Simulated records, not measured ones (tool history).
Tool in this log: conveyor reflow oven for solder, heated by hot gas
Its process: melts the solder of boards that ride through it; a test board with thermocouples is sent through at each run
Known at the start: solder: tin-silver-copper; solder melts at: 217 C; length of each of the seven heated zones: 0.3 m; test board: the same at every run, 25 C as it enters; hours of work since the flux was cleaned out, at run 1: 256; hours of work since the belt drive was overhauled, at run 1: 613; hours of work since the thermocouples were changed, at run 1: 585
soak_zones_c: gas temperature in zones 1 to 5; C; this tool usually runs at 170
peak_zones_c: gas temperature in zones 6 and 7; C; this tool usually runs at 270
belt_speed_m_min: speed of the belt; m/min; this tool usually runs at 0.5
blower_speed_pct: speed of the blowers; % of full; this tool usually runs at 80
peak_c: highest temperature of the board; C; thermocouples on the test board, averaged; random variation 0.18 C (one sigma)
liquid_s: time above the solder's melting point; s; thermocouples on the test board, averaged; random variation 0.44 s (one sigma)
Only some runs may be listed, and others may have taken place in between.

run	hour	soak_zones_c	peak_zones_c	belt_speed_m_min	blower_speed_pct	hours of work since the flux was cleaned out	hours of work since the belt drive was overhauled	hours of work since the thermocouples were changed	peak_c	liquid_s
1	0	170	270	0.5	80	256	613	585	258.7	57.9
2	25.6	170	270	0.5	80	271	629	601	258.8	58.5
# hour 40.2: flux residue cleaned out of gas plates and filters
3	43.5	170	270	0.5	80	2	637	608	260.4	59.4
4	61.2	170	270	0.5	80	13	647	619	259.9	59.8
5	82.3	156	270	0.5	80	26	660	632	258.2	55.1
6	93.7	170	270	0.465	80	33	667	639	261.6	65.4
7	120	156	270	0.5	80	49	683	655	258.3	54.9
8	139.7	170	283	0.5	80	61	695	667	272.1	64.7
9	163.8	170	283	0.5	80	75	710	682	272	65.6
10	190.3	170	270	0.5	51	91	726	698	252.1	52.7
11	203.7	170	270	0.5	51	100	734	706	252	52.4
12	228.2	170	270	0.5	80	114	749	721	260	58.8
13	249	170	270	0.5	80	127	762	734	260	60.1
14	263.3	170	270	0.5	80	136	770	742	259.9	59.2
15	289	170	270	0.5	80	152	786	758	259.8	59.4
16	315.3	170	270	0.5	57	168	802	774	254	54.6
17	329.8	170	270	0.475	80	176	811	783	260.8	63.4
18	349.3	163	270	0.5	51	188	823	795	250.3	49.1
19	368.6	182	270	0.545	80	200	835	806	259	58
# hour 377.6: thermocouples of zones 6 and 7 changed
20	389.5	182	270	0.576	80	211	846	7	256.1	53.1
21	405.9	181	272	0.576	80	221	856	17	257.8	52.9
22	418.2	170	281	0.5	69	229	863	25	266.1	62.7
23	443.7	177	261	0.568	56	244	879	40	241.6	39.9
24	455	177	261	0.568	56	251	886	47	241.6	40.3
25	473.1	177	261	0.568	56	262	897	58	241.4	40.1
# hour 503.1: flux residue cleaned out of gas plates and filters
26	504.7	177	261	0.568	56	1	913	74	242.8	41
27	518.7	177	261	0.568	56	10	922	83	242.9	41.2

Run 28 is up next; what results do you expect?
28	542.4	170	270	0.432	88	24	936	97	?	?

peak_c: 264.3 C
liquid_s: 73.7 s
With no hidden state in the tool, this same run would have given peak_c 263.3 C, liquid_s 71.4 s.

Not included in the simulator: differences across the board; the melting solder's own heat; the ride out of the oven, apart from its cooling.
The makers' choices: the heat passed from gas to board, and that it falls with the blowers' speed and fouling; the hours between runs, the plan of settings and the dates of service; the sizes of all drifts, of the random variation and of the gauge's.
